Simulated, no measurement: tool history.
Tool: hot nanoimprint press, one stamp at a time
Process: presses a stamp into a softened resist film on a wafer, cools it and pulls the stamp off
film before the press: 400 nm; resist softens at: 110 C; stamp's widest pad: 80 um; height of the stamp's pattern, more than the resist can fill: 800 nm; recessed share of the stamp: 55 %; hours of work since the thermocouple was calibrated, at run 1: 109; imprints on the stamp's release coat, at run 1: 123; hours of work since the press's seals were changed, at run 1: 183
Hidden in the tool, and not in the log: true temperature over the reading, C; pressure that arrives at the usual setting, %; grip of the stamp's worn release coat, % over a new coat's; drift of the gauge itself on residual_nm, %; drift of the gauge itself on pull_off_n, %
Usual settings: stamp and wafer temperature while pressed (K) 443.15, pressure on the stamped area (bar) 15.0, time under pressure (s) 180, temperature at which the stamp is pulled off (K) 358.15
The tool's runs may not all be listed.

run     day  stamp and wafer temperature while pressed (K)  pressure on the stamped area (bar)  time under pressure (s)  temperature at which the stamp is pulled off (K)  hours of work since the thermocouple was calibrated  imprints on the stamp's release coat  hours of work since the press's seals were changed  resist left under the stamp's widest pad (angstrom)  greatest force while the stamp is pulled off (N)
  1   0.000                                         443.15                                15.0                      180                                            358.15                                                  109                                   123                                                 183                                                 1583                                               178
  2   1.462                                         443.15                                15.0                      180                                            358.15                                                  125                                   206                                                 199                                                 1596                                               181
  3   2.338                                         443.15                                15.0                      180                                            358.15                                                  134                                   256                                                 208                                                 1590                                               176
  4   3.917                                         443.15                                12.3                      180                                            358.15                                                  151                                   346                                                 225                                                 1761                                               183
  5   5.225                                         443.15                                12.3                      180                                            358.15                                                  165                                   420                                                 239                                                 1763                                               169
  6   7.117                                         443.15                                15.0                      136                                            358.15                                                  185                                   528                                                 259                                                 1755                                               181
  7   8.083                                         443.15                                12.6                      180                                            358.15                                                  196                                   583                                                 269                                                 1741                                               171
  8   9.354                                         443.15                                15.0                      180                                            358.15                                                  209                                   655                                                 283                                                 1605                                               177
  9  10.312                                         443.15                                15.0                      180                                            358.15                                                  220                                   710                                                 293                                                 1595                                               176
 10  12.388                                         443.15                                15.0                      180                                            358.15                                                  242                                   828                                                 316                                                 1594                                               178
 11  13.875                                         443.15                                15.0                      180                                            358.15                                                  258                                   913                                                 332                                                 1587                                               182
 12  15.358                                         443.15                                15.0                      180                                            358.15                                                  274                                   997                                                 347                                                 1580                                               178
 13  16.579                                         443.15                                23.7                      121                                            358.15                                                  287                                  1067                                                 360                                                 1460                                               186
 14  18.392                                         443.15                                23.7                      121                                            358.15                                                  306                                  1170                                                 380                                                 1460                                               180
 15  19.696                                         443.15                                23.7                      149                                            351.15                                                  320                                  1244                                                 394                                                 1349                                               208
 16  21.483                                         453.15                                12.2                      229                                            362.15                                                  339                                  1346                                                 413                                                  907                                               163
 17  23.454                                         453.15                                12.2                      229                                            362.15                                                  360                                  1458                                                 434                                                  921                                               156
 18  24.883                                         453.15                                12.2                      229                                            362.15                                                  376                                  1539                                                 449                                                  922                                               156
 19  25.779                                         443.15                                12.2                      203                                            346.15                                                  385                                  1590                                                 459                                                 1688                                               238
 20  26.979                                         437.15                                21.2                      102                                            355.15                                                  398                                  1659                                                 472                                                 2291                                               198
 21  28.454                                         432.15                                15.6                      180                                            356.15                                                  414                                  1742                                                 488                                                 2817                                               188
 22  30.504                                         447.15                                15.0                      180                                            362.15                                                  436                                  1859                                                 510                                                 1263                                               154
     31.625  -- plate thermocouple calibrated
 23  31.667                                         439.15                                15.0                      315                                            358.15                                                    0                                  1918                                                 521                                                 1628                                               182

How the hidden state differs across the entries between the runs, from the last listed run before each to the first after it:
Between runs 22 and 23: plate thermocouple calibrated (day 31.625)
  true temperature over the reading, C: 0.04 -> 0
